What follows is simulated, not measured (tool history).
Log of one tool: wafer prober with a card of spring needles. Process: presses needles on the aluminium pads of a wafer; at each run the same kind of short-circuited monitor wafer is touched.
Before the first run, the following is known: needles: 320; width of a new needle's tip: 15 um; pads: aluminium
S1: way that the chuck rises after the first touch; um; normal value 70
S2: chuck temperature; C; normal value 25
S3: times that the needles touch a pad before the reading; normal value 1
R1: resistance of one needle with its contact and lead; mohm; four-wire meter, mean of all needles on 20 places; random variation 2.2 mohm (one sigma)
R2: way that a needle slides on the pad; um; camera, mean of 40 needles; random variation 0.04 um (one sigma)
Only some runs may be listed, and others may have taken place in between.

{"run": 1, "hour": 0.0, "S1": 70, "S2": 25, "S3": 1, "R1": 247, "R2": 11.18}
{"hour": 0.9, "done": "tips cleaned on abrasive film"}
{"run": 2, "hour": 7.5, "S1": 89, "S2": 25, "S3": 1, "R1": 253, "R2": 14.2}
{"hour": 8.6, "done": "tips cleaned on abrasive film"}
{"hour": 16.1, "done": "tips cleaned on abrasive film"}
{"run": 3, "hour": 19.0, "S1": 89, "S2": 25, "S3": 1, "R1": 249, "R2": 14.19}
{"hour": 23.9, "done": "tips cleaned on abrasive film"}
{"hour": 31.4, "done": "tips cleaned on abrasive film"}
{"run": 4, "hour": 31.7, "S1": 89, "S2": 25, "S3": 1, "R1": 245, "R2": 14.2}
{"hour": 38.6, "done": "tips cleaned on abrasive film"}
{"run": 5, "hour": 42.8, "S1": 89, "S2": 25, "S3": 1, "R1": 243, "R2": 14.29}
{"hour": 45.7, "done": "tips cleaned on abrasive film"}
{"run": 6, "hour": 51.3, "S1": 70, "S2": 25, "S3": 1, "R1": 249, "R2": 11.1}
{"hour": 53.7, "done": "tips cleaned on abrasive film"}
{"run": 7, "hour": 59.5, "S1": 70, "S2": 25, "S3": 2, "R1": 249, "R2": 11.2}
{"hour": 61.6, "done": "tips cleaned on abrasive film"}
{"hour": 68.9, "done": "tips cleaned on abrasive film"}
{"run": 8, "hour": 71.9, "S1": 70, "S2": 25, "S3": 2, "R1": 249, "R2": 11.23}
{"hour": 76.2, "done": "tips cleaned on abrasive film"}
{"run": 9, "hour": 78.3, "S1": 70, "S2": 25, "S3": 1, "R1": 247, "R2": 11.25}
{"hour": 83.1, "done": "tips cleaned on abrasive film"}
{"run": 10, "hour": 89.1, "S1": 70, "S2": 25, "S3": 1, "R1": 250, "R2": 11.18}
{"hour": 90.3, "done": "tips cleaned on abrasive film"}
{"run": 11, "hour": 96.1, "S1": 70, "S2": 25, "S3": 1, "R1": 250, "R2": 11.25}
{"hour": 97.3, "done": "tips cleaned on abrasive film"}
{"hour": 105.1, "done": "tips cleaned on abrasive film"}
{"run": 12, "hour": 105.7, "S1": 70, "S2": 25, "S3": 1, "R1": 256, "R2": 11.18}
{"hour": 112.5, "done": "tips cleaned on abrasive film"}
{"run": 13, "hour": 117.7, "S1": 70, "S2": 25, "S3": 1, "R1": 251, "R2": 11.2}
{"hour": 120.4, "done": "tips cleaned on abrasive film"}
{"hour": 127.2, "done": "tips cleaned on abrasive film"}
{"run": 14, "hour": 127.2, "S1": 70, "S2": 93, "S3": 1, "R1": 274, "R2": 11.14}
{"run": 15, "hour": 133.7, "S1": 70, "S2": 93, "S3": 1, "R1": 270, "R2": 11.19}
{"hour": 134.8, "done": "tips cleaned on abrasive film"}
{"hour": 142.3, "done": "tips cleaned on abrasive film"}
{"run": 16, "hour": 144.3, "S1": 70, "S2": 93, "S3": 1, "R1": 264, "R2": 11.26}
{"hour": 149.7, "done": "tips cleaned on abrasive film"}
{"run": 17, "hour": 156.2, "S1": 66, "S2": 116, "S3": 1, "R1": 276, "R2": 10.63}
{"hour": 157.3, "done": "tips cleaned on abrasive film"}
{"run": 18, "hour": 163.2, "S1": 54, "S2": 25, "S3": 1, "R1": 251, "R2": 8.66}
{"hour": 164.1, "done": "tips cleaned on abrasive film"}
{"hour": 171.6, "done": "tips cleaned on abrasive film"}
{"run": 19, "hour": 174.0, "S1": 58, "S2": 64, "S3": 1, "R1": 266, "R2": 9.37}
{"hour": 179.5, "done": "tips cleaned on abrasive film"}
{"hour": 183.2, "done": "height of the first contact set anew"}
{"hour": 186.9, "done": "tips cleaned on abrasive film"}
{"run": 20, "hour": 188.6, "S1": 68, "S2": 108, "S3": 3, "R1": 273, "R2": 10.95}
{"hour": 194.1, "done": "tips cleaned on abrasive film"}
{"run": 21, "hour": 198.7, "S1": 68, "S2": 44, "S3": 2, "R1": 256, "R2": 10.99}
{"hour": 201.5, "done": "tips cleaned on abrasive film"}
{"run": 22, "hour": 206.6, "S1": 70, "S2": 63, "S3": 2, "R1": 262, "R2": 11.32}
{"hour": 209.1, "done": "tips cleaned on abrasive film"}
{"hour": 216.5, "done": "tips cleaned on abrasive film"}
{"run": 23, "hour": 220.5, "S1": 83, "S2": 63, "S3": 2, "R1": 259, "R2": 13.38}
{"hour": 224.6, "done": "tips cleaned on abrasive film"}
{"hour": 231.7, "done": "tips cleaned on abrasive film"}
{"run": 24, "hour": 231.7, "S1": 62, "S2": 103, "S3": 1, "R1": 270, "R2": 10.05}
{"hour": 238.7, "done": "tips cleaned on abrasive film"}
{"run": 25, "hour": 241.3, "S1": 52, "S2": 108, "S3": 3, "R1": 279, "R2": 8.45}
{"hour": 246.2, "done": "tips cleaned on abrasive film"}
{"run": 26, "hour": 250.4, "S1": 85, "S2": 41, "S3": 1, "R1": 255, "R2": 13.68}
{"hour": 253.7, "done": "tips cleaned on abrasive film"}
{"run": 27, "hour": 259.1, "S1": 85, "S2": 41, "S3": 1, "R1": 255, "R2": 13.74}
{"hour": 261.8, "done": "tips cleaned on abrasive film"}
{"run": 28, "hour": 267.9, "S1": 62, "S2": 83, "S3": 2, "R1": 269, "R2": 10}
{"hour": 269.1, "done": "tips cleaned on abrasive film"}
{"hour": 276.2, "done": "tips cleaned on abrasive film"}
{"run": 29, "hour": 277.5, "S1": 62, "S2": 83, "S3": 2, "R1": 266, "R2": 10.03}
{"hour": 283.4, "done": "tips cleaned on abrasive film"}
{"run": 30, "hour": 287.1, "S1": 70, "S2": 60, "S3": 2, "R1": 264, "R2": 11.37}
{"hour": 290.5, "done": "tips cleaned on abrasive film"}
{"run": 31, "hour": 297.1, "S1": 82, "S2": 104, "S3": 2, "R1": 271, "R2": 13.31}

5 options for the next run, each taken on its own from the tool as it stands now. Forecast them:
{"hour": 298.3, "done": "tips cleaned on abrasive film"}
{"hour": 305.5, "done": "tips cleaned on abrasive film"}
{"run": "A", "hour": 306.6, "S1": 70, "S2": 54, "S3": 1, "R1": "?", "R2": "?"}
{"hour": 298.3, "done": "tips cleaned on abrasive film"}
{"hour": 305.5, "done": "tips cleaned on abrasive film"}
{"run": "B", "hour": 306.6, "S1": 70, "S2": 77, "S3": 1, "R1": "?", "R2": "?"}
{"hour": 298.3, "done": "tips cleaned on abrasive film"}
{"hour": 305.5, "done": "tips cleaned on abrasive film"}
{"run": "C", "hour": 306.6, "S1": 54, "S2": 104, "S3": 2, "R1": "?", "R2": "?"}
{"hour": 298.3, "done": "tips cleaned on abrasive film"}
{"hour": 305.5, "done": "tips cleaned on abrasive film"}
{"run": "D", "hour": 306.6, "S1": 82, "S2": 104, "S3": 1, "R1": "?", "R2": "?"}
{"hour": 298.3, "done": "tips cleaned on abrasive film"}
{"hour": 305.5, "done": "tips cleaned on abrasive film"}
{"run": "E", "hour": 306.6, "S1": 52, "S2": 25, "S3": 1, "R1": "?", "R2": "?"}

run=A R1=258 R2=11.38
run=B R1=264 R2=11.34
run=C R1=275 R2=8.73
run=D R1=270 R2=13.27
run=E R1=256 R2=8.46
The same runs, with their run-to-run variation unchanged, on a tool lacking any hidden condition would have given:
run=A R1=258 R2=11.16
run=B R1=264 R2=11.13
run=C R1=275 R2=8.56
run=D R1=270 R2=13.01
run=E R1=256 R2=8.3
